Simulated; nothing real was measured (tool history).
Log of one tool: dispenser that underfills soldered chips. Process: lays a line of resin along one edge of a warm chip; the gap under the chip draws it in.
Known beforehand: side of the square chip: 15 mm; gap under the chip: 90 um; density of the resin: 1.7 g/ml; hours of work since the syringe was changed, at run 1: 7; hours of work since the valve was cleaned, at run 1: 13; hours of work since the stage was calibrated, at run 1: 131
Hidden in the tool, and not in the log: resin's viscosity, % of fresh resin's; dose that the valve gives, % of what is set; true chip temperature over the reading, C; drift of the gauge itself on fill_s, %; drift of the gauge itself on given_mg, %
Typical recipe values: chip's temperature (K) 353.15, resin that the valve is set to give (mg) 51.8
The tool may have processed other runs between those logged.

run    day  chip's temperature (K)  resin that the valve is set to give (mg)  hours of work since the syringe was changed  hours of work since the valve was cleaned  hours of work since the stage was calibrated  time until the resin shows at the far edge (s)  resin that the valve gave (mg)
  1      0                  353.15                                      51.8                                            7                                         13                                           131                                           426.2                           51.33
     0.233  -- new syringe of resin
  2  0.308                  353.15                                      51.8                                            1                                         18                                           137                                           260.3                           51.13
  3  0.638                  353.15                                      51.8                                            7                                         25                                           143                                           423.7                           51.32
  4  0.829                  353.15                                      65.9                                           11                                         28                                           147                                           560.1                           65.01
     0.862  -- new syringe of resin
  5  1.075                  353.15                                      65.9                                            4                                         32                                           151                                           309.2                           64.64
  6  1.308                  348.15                                      51.8                                            8                                         37                                           155                                           528.2                           50.76
     1.483  -- new syringe of resin
  7  1.483                  348.15                                      51.8                                            0                                         40                                           158                                           284.8                           50.53
  8  1.683                  353.15                                      45.3                                            4                                         43                                           162                                           317.6                           44.09
  9  1.892                  353.15                                      45.3                                            8                                         47                                           166                                           451.5                           43.94
     2.108  -- new syringe of resin
 10  2.108                  353.15                                      51.3                                            0                                         51                                           170                                           237.5                            49.9
 11  2.317                  355.15                                      51.8                                            4                                         55                                           174                                           304.1                           50.06
     2.446  -- dispensing valve cleaned and set on the balance
 12  2.617                  355.15                                      66.3                                            9                                          3                                           178                                           434.7                           66.49
     2.788  -- new syringe of resin
 13  2.829                  355.15                                      66.3                                            1                                          7                                           182                                           232.3                           66.37
 14  3.104                  353.15                                      51.8                                            6                                         12                                           187                                           389.3                            51.9
 15  3.262                  347.15                                        57                                            9                                         15                                           190                                           596.1                           56.62
     3.425  -- new syringe of resin
 16  3.617                  340.15                                      51.1                                            4                                         21                                           196                                           504.6                           50.67
 17  3.896                  343.15                                      44.1                                            9                                         26                                           202                                           692.7                           43.45
     4.046  -- new syringe of resin
 18   4.25                  343.15                                      44.1                                            4                                         33                                           208                                           473.5                           43.37
 19  4.533                  357.15                                      46.7                                            9                                         38                                           213                                           446.2                           45.56
     4.675  -- new syringe of resin
 20  4.692                  352.15                                      48.7                                            0                                         41                                           216                                           253.1                           47.57
 21  5.008                  352.15                                      48.7                                            6                                         47                                           222                                           415.3                            47.4
 22  5.242                  352.15                                      48.7                                           11                                         51                                           226                                           589.2                           47.13
     5.325  -- new syringe of resin
 23  5.471                  352.15                                      48.7                                            3                                         55                                           230                                           310.7                           47.09
     5.612  -- dispensing valve cleaned and set on the balance
 24  5.788                  346.15                                      53.1                                            8                                          3                                           235                                           563.3                           53.13
 25  5.967                  346.15                                      53.1                                           11                                          7                                           239                                           745.2                           53.04
     6.012  -- new syringe of resin
 26  6.246                  365.15                                      46.7                                            4                                         11                                           243                                           237.3                           46.31
 27  6.562                  354.15                                      50.5                                           10                                         17                                           249                                           538.2                           49.87
     6.633  -- new syringe of resin
 28  6.721                  339.15                                      50.5                                            2                                         20                                           252                                           454.3                           49.87

Each row is a separate what-if for the run after 28, all from the same tool condition, not one after another. Results?
  A  7.025                  348.15                                      45.6                                            7                                         26                                           258                                               ?                               ?
  B  7.025                  361.15                                      64.8                                            7                                         26                                           258                                               ?                               ?
  C  7.025                  360.15                                      53.4                                            7                                         26                                           258                                               ?                               ?

run  time until the resin shows at the far edge (s)  resin that the valve gave (mg)
  A                                           521.3                           44.94
  B                                           320.6                           63.79
  C                                           332.9                           52.58
Without the tool's unlogged condition, the same runs would have read:
run  time until the resin shows at the far edge (s)  resin that the valve gave (mg)
  A                                           273.9                           45.65
  B                                           169.7                            64.8
  C                                           175.8                           53.41
